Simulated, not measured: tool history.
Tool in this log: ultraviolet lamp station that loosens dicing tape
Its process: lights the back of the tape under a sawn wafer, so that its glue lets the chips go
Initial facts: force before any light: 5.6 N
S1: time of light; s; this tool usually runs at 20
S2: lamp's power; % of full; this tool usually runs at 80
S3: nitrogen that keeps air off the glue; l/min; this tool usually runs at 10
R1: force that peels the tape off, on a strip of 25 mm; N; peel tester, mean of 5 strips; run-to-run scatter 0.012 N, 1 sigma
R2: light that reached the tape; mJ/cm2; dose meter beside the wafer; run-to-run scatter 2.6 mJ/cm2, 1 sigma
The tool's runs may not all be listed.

run	hour	S1	S2	S3	R1	R2
1	0	20	80	10	0.541	324
2	10.3	20	80	10	0.529	324
3	24.3	15	80	10	0.856	243
4	39.9	20	99	10	0.369	399
5	54.6	20	99	18	0.284	404
6	68.7	20	99	18	0.271	402
7	77	20	80	3	1.228	321
8	90.8	20	65	10	0.764	261
9	106.3	20	65	16	0.547	264
10	121	20	65	16	0.579	263
11	133.9	20	65	16	0.586	266
12	150.3	20	65	16	0.583	260
13	161.9	20	80	4	1.061	322
14	174.5	20	80	4	1.015	321
15	186.9	20	80	10	0.554	325
16	201	20	80	10	0.55	323
# hour 211.5: window cleaned of glue's vapour
17	215.8	20	80	10	0.525	325
18	232.5	20	80	10	0.55	321
19	243.3	20	80	10	0.563	325
20	256.9	20	60	10	0.905	241
21	267.3	20	60	10	0.875	243
22	275.3	20	60	10	0.919	240
23	292.1	13	94	3	1.754	248
24	308.6	33	68	10	0.304	454
25	319	20	80	17	0.394	326
26	328.4	20	80	17	0.408	331
27	336.5	29	88	3	0.565	517
28	344.4	29	88	3	0.581	516
29	354.8	24	88	5	0.559	427
30	370.7	12	61	5	2.328	148
31	378.6	12	61	5	2.339	149
32	394.2	11	79	6	1.837	174
33	401.8	11	79	6	1.857	176
34	419.8	20	98	10	0.383	402
35	434.7	13	80	6	1.455	207
36	448.1	16	90	11	0.626	289
37	459.9	16	90	11	0.593	290

Alternative continuations, all from the tool just after run 37; predict every row:
A	469.6	16	61	11	?	?
B	469.6	12	80	10	?	?
C	469.6	29	72	19	?	?
D	469.6	20	69	10	?	?

run	R1	R2
A	1.194	198
B	1.245	193
C	0.26	422
D	0.728	279
Take away the tool's hidden state, keep each run's random variation, and the runs would have read:
run	R1	R2
A	1.191	199
B	1.241	194
C	0.259	423
D	0.726	279
